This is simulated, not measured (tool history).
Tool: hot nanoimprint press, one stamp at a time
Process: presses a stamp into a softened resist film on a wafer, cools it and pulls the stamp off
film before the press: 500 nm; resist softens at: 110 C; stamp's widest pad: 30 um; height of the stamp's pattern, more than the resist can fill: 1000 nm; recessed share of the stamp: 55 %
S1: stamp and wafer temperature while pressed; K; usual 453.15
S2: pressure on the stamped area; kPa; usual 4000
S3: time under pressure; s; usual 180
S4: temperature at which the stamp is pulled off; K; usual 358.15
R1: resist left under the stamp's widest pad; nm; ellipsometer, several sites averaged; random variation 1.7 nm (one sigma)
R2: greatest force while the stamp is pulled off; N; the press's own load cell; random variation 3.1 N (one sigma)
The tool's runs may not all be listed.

run	hour	S1	S2	S3	S4	R1	R2
1	0.0	453.15	4000	180	358.15	278.2	175
2	9.8	453.15	4000	180	358.15	277.8	176
3	19.3	452.15	4000	180	358.15	291.7	169
4	24.7	452.15	4000	180	358.15	291.4	175
5	32.5	452.15	4000	180	358.15	291.1	179
6	40.5	454.15	4000	180	358.15	267.5	174
7	45.0	454.15	4000	180	358.15	269.0	179
8	52.0	453.15	4000	180	358.15	278.1	177
9	60.2	453.15	4000	180	358.15	278.6	180
10	67.1	453.15	4000	180	358.15	280.7	180
11	75.2	453.15	4000	180	358.15	280.8	184
12	79.5	455.15	4000	180	358.15	255.4	182
13	89.0	455.15	3930	180	358.15	258.1	183
14	95.1	455.15	3930	180	358.15	259.5	189
# hour 104.4: stamp cleaned and given a new release coat
15	110.2	453.15	4000	106	357.15	325.8	153
16	115.1	444.15	4580	117	365.15	405.4	121
17	122.5	444.15	4580	117	365.15	406.3	125
18	130.7	453.15	2630	180	346.15	328.5	202
19	136.1	452.15	4010	121	358.15	328.4	148
20	142.4	443.15	2960	100	363.15	455.0	143

Run 21 comes next. What will it give?
21	149.0	453.15	2720	97	358.15	?	?

R1: 377.2 nm
R2: 160 N
Without the tool's hidden state the same run would have given R1 371.9 nm, R2 154 N.
